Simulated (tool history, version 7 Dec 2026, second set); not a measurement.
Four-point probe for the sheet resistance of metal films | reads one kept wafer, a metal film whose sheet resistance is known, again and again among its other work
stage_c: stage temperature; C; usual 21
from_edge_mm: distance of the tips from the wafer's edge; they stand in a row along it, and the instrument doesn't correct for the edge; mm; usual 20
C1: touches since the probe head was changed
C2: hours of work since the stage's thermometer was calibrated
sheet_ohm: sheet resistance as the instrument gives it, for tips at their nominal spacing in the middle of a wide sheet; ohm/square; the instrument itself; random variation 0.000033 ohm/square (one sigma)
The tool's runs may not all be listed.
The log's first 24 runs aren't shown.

run 25 hour=705 | stage_c=28 from_edge_mm=13 | C1=35416 C2=1709 | sheet_ohm=0.166079
run 26 hour=725.1 | stage_c=27 from_edge_mm=5 | C1=35883 C2=1719 | sheet_ohm=0.166903
run 27 hour=755.6 | stage_c=28 from_edge_mm=23 | C1=36592 C2=1733 | sheet_ohm=0.165869
run 28 hour=779.7 | stage_c=28 from_edge_mm=23 | C1=37151 C2=1745 | sheet_ohm=0.165876
run 29 hour=803 | stage_c=28 from_edge_mm=23 | C1=37691 C2=1756 | sheet_ohm=0.165915
run 30 hour=836.7 | stage_c=28 from_edge_mm=23 | C1=38474 C2=1773 | sheet_ohm=0.165833
run 31 hour=877.2 | stage_c=21 from_edge_mm=58 | C1=39413 C2=1793 | sheet_ohm=0.166516
run 32 hour=895.9 | stage_c=21 from_edge_mm=58 | C1=39849 C2=1802 | sheet_ohm=0.166512
run 33 hour=919.9 | stage_c=30 from_edge_mm=13 | C1=40406 C2=1813 | sheet_ohm=0.1658

Forecast each of these 4 alternatives for the next run:
-- hour=940.4 stage's thermometer calibrated
run A hour=959.7 | stage_c=25 from_edge_mm=9 | C1=41317 C2=9 | sheet_ohm=?
-- hour=940.4 stage's thermometer calibrated
run B hour=959.7 | stage_c=18 from_edge_mm=5 | C1=41317 C2=9 | sheet_ohm=?
-- hour=940.4 stage's thermometer calibrated
run C hour=959.7 | stage_c=31 from_edge_mm=26 | C1=41317 C2=9 | sheet_ohm=?
-- hour=940.4 stage's thermometer calibrated
run D hour=959.7 | stage_c=24 from_edge_mm=24 | C1=41317 C2=9 | sheet_ohm=?

run=A sheet_ohm=0.166711
run=B sheet_ohm=0.16794
run=C sheet_ohm=0.165953
run=D sheet_ohm=0.166557
Without the tool's hidden state the same runs would have given:
run=A sheet_ohm=0.167105
run=B sheet_ohm=0.168337
run=C sheet_ohm=0.166346
run=D sheet_ohm=0.166951
